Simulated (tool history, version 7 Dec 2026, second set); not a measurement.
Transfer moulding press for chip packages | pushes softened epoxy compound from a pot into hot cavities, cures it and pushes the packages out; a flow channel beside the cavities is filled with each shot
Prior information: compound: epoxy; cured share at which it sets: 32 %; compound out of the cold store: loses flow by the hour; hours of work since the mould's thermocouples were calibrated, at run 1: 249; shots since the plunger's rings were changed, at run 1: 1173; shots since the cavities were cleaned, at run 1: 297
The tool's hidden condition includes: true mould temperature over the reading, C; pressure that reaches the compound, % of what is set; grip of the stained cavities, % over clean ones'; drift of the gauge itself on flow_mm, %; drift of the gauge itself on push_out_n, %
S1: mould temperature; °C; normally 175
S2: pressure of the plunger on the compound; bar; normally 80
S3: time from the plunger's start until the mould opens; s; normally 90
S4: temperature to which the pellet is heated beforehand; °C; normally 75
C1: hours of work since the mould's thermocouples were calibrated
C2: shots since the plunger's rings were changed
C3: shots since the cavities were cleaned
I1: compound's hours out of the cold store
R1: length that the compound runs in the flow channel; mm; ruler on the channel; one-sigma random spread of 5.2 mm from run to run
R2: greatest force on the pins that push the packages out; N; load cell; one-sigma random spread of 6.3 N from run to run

run 1 hour=0 | S1=175 S2=80 S3=90 S4=75 | C1=249 C2=1173 C3=297 | I1=29.3 | R1=913 R2=358
run 2 hour=8.8 | S1=175 S2=80 S3=90 S4=75 | C1=255 C2=1271 C3=395 | I1=16.8 | R1=976 R2=386
run 3 hour=16.5 | S1=175 S2=80 S3=90 S4=75 | C1=260 C2=1357 C3=481 | I1=46.5 | R1=835 R2=426
run 4 hour=22.4 | S1=175 S2=80 S3=90 S4=75 | C1=263 C2=1423 C3=547 | I1=14.8 | R1=994 R2=424
run 5 hour=30.3 | S1=175 S2=80 S3=90 S4=75 | C1=268 C2=1511 C3=635 | I1=25.6 | R1=937 R2=455
run 6 hour=40.3 | S1=175 S2=80 S3=90 S4=75 | C1=275 C2=1622 C3=746 | I1=27.7 | R1=917 R2=476
run 7 hour=52.1 | S1=175 S2=68.7 S3=90 S4=75 | C1=282 C2=1754 C3=878 | I1=25.9 | R1=850 R2=470
run 8 hour=61.6 | S1=175 S2=68.7 S3=90 S4=75 | C1=288 C2=1860 C3=984 | I1=9.3 | R1=928 R2=500
-- hour=65.7 cavities cleaned with cleaning compound and waxed
run 9 hour=74.1 | S1=175 S2=80 S3=121 S4=75 | C1=295 C2=1983 C3=94 | I1=9.3 | R1=1016 R2=277
run 10 hour=82.5 | S1=175 S2=80 S3=121 S4=75 | C1=300 C2=2077 C3=188 | I1=43.9 | R1=837 R2=303
run 11 hour=89.9 | S1=175 S2=80 S3=121 S4=75 | C1=305 C2=2159 C3=270 | I1=19.5 | R1=950 R2=326
run 12 hour=99.3 | S1=175 S2=80 S3=109 S4=75 | C1=311 C2=2265 C3=376 | I1=15.3 | R1=972 R2=366
run 13 hour=109.8 | S1=175 S2=62.4 S3=109 S4=75 | C1=317 C2=2382 C3=493 | I1=42.8 | R1=737 R2=394
run 14 hour=116.7 | S1=175 S2=62.4 S3=109 S4=75 | C1=322 C2=2458 C3=569 | I1=43.7 | R1=733 R2=401
run 15 hour=127.3 | S1=175 S2=92.7 S3=107 S4=75 | C1=328 C2=2577 C3=688 | I1=30.8 | R1=958 R2=431
run 16 hour=136.9 | S1=175 S2=70.7 S3=90 S4=75 | C1=334 C2=2684 C3=795 | I1=37.6 | R1=798 R2=454
run 17 hour=144.5 | S1=177 S2=70.7 S3=89 S4=75 | C1=339 C2=2768 C3=879 | I1=22.7 | R1=872 R2=478
run 18 hour=152.9 | S1=175 S2=81.6 S3=90 S4=83 | C1=344 C2=2863 C3=974 | I1=34.6 | R1=872 R2=471
-- hour=157.9 cavities cleaned with cleaning compound and waxed
run 19 hour=165.2 | S1=175 S2=87.6 S3=84 S4=75 | C1=351 C2=2984 C3=82 | I1=19.1 | R1=994 R2=287
run 20 hour=176.1 | S1=170 S2=86.1 S3=102 S4=68 | C1=358 C2=3105 C3=203 | I1=32.6 | R1=921 R2=345
run 21 hour=187.1 | S1=170 S2=86.1 S3=102 S4=81 | C1=365 C2=3228 C3=326 | I1=10.8 | R1=1038 R2=417
run 22 hour=194.2 | S1=175 S2=82.7 S3=84 S4=75 | C1=369 C2=3307 C3=405 | I1=16.4 | R1=957 R2=417
run 23 hour=204.9 | S1=175 S2=82.7 S3=84 S4=75 | C1=376 C2=3426 C3=524 | I1=19.8 | R1=951 R2=455
run 24 hour=212.3 | S1=171 S2=68.8 S3=112 S4=75 | C1=381 C2=3509 C3=607 | I1=31.7 | R1=811 R2=418
run 25 hour=221.2 | S1=171 S2=68.8 S3=112 S4=75 | C1=386 C2=3608 C3=706 | I1=20.9 | R1=864 R2=453
run 26 hour=229.1 | S1=182 S2=99.1 S3=112 S4=76 | C1=391 C2=3696 C3=794 | I1=29.5 | R1=951 R2=446
run 27 hour=240.5 | S1=168 S2=99.1 S3=112 S4=77 | C1=399 C2=3824 C3=922 | I1=43.9 | R1=917 R2=515

Had the tool no unlogged condition, and each run kept its random variation, what would the results have been?
run=1 R1=932 R2=231
run=2 R1=997 R2=230
run=3 R1=854 R2=242
run=4 R1=1018 R2=233
run=5 R1=961 R2=244
run=6 R1=943 R2=245
run=7 R1=876 R2=233
run=8 R1=957 R2=246
run=9 R1=1051 R2=228
run=10 R1=866 R2=215
run=11 R1=985 R2=213
run=12 R1=1009 R2=221
run=13 R1=767 R2=225
run=14 R1=763 R2=213
run=15 R1=1000 R2=228
run=16 R1=835 R2=232
run=17 R1=914 R2=239
run=18 R1=915 R2=227
run=19 R1=1045 R2=247
run=20 R1=970 R2=250
run=21 R1=1096 R2=268
run=22 R1=1011 R2=254
run=23 R1=1007 R2=262
run=24 R1=860 R2=228
run=25 R1=918 R2=239
run=26 R1=1012 R2=230
run=27 R1=978 R2=260

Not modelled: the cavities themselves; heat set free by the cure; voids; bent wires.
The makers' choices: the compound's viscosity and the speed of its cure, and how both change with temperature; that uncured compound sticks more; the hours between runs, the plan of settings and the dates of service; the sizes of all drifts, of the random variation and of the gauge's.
